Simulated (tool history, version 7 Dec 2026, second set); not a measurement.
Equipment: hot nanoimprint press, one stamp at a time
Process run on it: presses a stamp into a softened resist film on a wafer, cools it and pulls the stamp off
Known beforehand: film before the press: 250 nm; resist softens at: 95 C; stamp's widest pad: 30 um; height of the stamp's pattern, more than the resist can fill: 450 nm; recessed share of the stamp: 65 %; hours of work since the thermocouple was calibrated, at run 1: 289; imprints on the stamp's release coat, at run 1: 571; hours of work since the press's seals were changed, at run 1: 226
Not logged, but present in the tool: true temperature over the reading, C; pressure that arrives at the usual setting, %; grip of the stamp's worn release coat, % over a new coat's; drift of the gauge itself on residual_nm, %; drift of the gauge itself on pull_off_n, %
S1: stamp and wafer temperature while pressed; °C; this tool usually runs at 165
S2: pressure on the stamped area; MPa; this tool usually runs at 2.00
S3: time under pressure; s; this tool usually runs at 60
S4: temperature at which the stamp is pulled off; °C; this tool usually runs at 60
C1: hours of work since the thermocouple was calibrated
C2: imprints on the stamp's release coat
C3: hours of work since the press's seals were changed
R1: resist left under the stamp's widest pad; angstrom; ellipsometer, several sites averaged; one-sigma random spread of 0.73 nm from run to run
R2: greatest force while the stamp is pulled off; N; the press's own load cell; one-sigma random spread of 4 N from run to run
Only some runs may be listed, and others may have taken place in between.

run 1 day=0.000 | S1=165 S2=2.00 S3=60 S4=60 | C1=289 C2=571 C3=226 | R1=917 R2=255
run 2 day=1.217 | S1=165 S2=2.00 S3=60 S4=60 | C1=310 C2=667 C3=246 | R1=914 R2=257
run 3 day=2.421 | S1=165 S2=2.00 S3=60 S4=60 | C1=330 C2=763 C3=266 | R1=919 R2=266
run 4 day=3.138 | S1=165 S2=2.00 S3=60 S4=60 | C1=342 C2=820 C3=278 | R1=912 R2=262
run 5 day=3.671 | S1=165 S2=1.36 S3=60 S4=60 | C1=350 C2=862 C3=287 | R1=1143 R2=263
run 6 day=4.392 | S1=161 S2=2.00 S3=60 S4=60 | C1=362 C2=919 C3=299 | R1=1022 R2=272
run 7 day=5.325 | S1=165 S2=2.00 S3=60 S4=60 | C1=378 C2=993 C3=314 | R1=921 R2=270
run 8 day=6.521 | S1=165 S2=2.00 S3=60 S4=60 | C1=398 C2=1088 C3=334 | R1=918 R2=272
-- day=7.133 stamp cleaned and given a new release coat
run 9 day=7.738 | S1=165 S2=2.00 S3=60 S4=60 | C1=414 C2=48 C3=350 | R1=916 R2=243
-- day=8.138 plate thermocouple calibrated
run 10 day=8.908 | S1=165 S2=2.00 S3=60 S4=60 | C1=13 C2=131 C3=368 | R1=936 R2=250
-- day=10.142 plate thermocouple calibrated, once more
run 11 day=10.242 | S1=165 S2=2.00 S3=60 S4=60 | C1=2 C2=227 C3=388 | R1=896 R2=239

Forecast run 12:
run 12 day=11.400 | S1=165 S2=1.27 S3=44 S4=60 | C1=21 C2=318 C3=407 | R1=? R2=?

R1: 1280 angstrom
R2: 235 N
Had the tool carried no hidden state, the very same run would have given R1 1261 angstrom, R2 226 N.
